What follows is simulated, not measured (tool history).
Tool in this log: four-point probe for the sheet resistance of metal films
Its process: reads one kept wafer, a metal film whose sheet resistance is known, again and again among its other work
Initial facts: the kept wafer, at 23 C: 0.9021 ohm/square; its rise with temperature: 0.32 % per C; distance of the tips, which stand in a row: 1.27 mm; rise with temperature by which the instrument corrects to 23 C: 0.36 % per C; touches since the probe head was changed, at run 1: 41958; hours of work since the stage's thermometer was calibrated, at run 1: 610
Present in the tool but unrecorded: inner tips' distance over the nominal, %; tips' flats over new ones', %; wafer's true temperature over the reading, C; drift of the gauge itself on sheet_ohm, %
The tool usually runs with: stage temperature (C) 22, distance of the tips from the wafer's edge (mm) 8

run     day  stage temperature (C)  distance of the tips from the wafer's edge (mm)  touches since the probe head was changed  hours of work since the stage's thermometer was calibrated  sheet resistance as the instrument gives it (ohm/square)
  1   0.000                     22                                                8                                     41958                                                         610                                                  0.914307
  2   0.679                     22                                                8                                     42791                                                         621                                                  0.914541
  3   1.954                     22                                                8                                     44354                                                         642                                                  0.914397
  4   2.875                     22                                                8                                     45482                                                         657                                                  0.914742
  5   3.867                     22                                                8                                     46700                                                         674                                                  0.914573
  6   5.046                     22                                                8                                     48143                                                         693                                                  0.914638
  7   6.050                     22                                                8                                     49372                                                         709                                                  0.914680
  8   7.117                     22                                                8                                     50681                                                         727                                                  0.914673
  9   8.346                     22                                                8                                     52187                                                         747                                                  0.914386
 10   9.450                     22                                               29                                     53541                                                         765                                                  0.903169
 11  10.050                     25                                                8                                     54277                                                         775                                                  0.913668
 12  10.829                     31                                               56                                     55229                                                         787                                                  0.899373
 13  12.067                     18                                                5                                     56750                                                         808                                                  0.933992
 14  13.079                     18                                                5                                     57991                                                         824                                                  0.934223
 15  13.683                     34                                               65                                     58729                                                         834                                                  0.898613
 16  14.929                     22                                               65                                     60253                                                         854                                                  0.902673
 17  16.258                     32                                                6                                     61884                                                         876                                                  0.919987
 18  17.592                     34                                               75                                     63518                                                         898                                                  0.898493
 19  18.371                     20                                               20                                     64474                                                         911                                                  0.905134
 20  19.671                     23                                               11                                     66066                                                         932                                                  0.908191
 21  20.825                     18                                                3                                     67479                                                         951                                                  0.982646
 22  21.421                     20                                                5                                     68214                                                         960                                                  0.933618

3 options for the next run, each taken on its own from the tool as it stands now. Forecast them:
  A  22.662                     27                                                8                                     69732                                                         981                                                         ?
  B  22.662                     28                                                6                                     69732                                                         981                                                         ?
  C  22.662                     21                                                8                                     69732                                                         981                                                         ?

run  sheet resistance as the instrument gives it (ohm/square)
  A                                                  0.912802
  B                                                  0.921197
  C                                                  0.914969
Without the tool's hidden state the same runs would have given:
run  sheet resistance as the instrument gives it (ohm/square)
  A                                                  0.912831
  B                                                  0.921226
  C                                                  0.914998
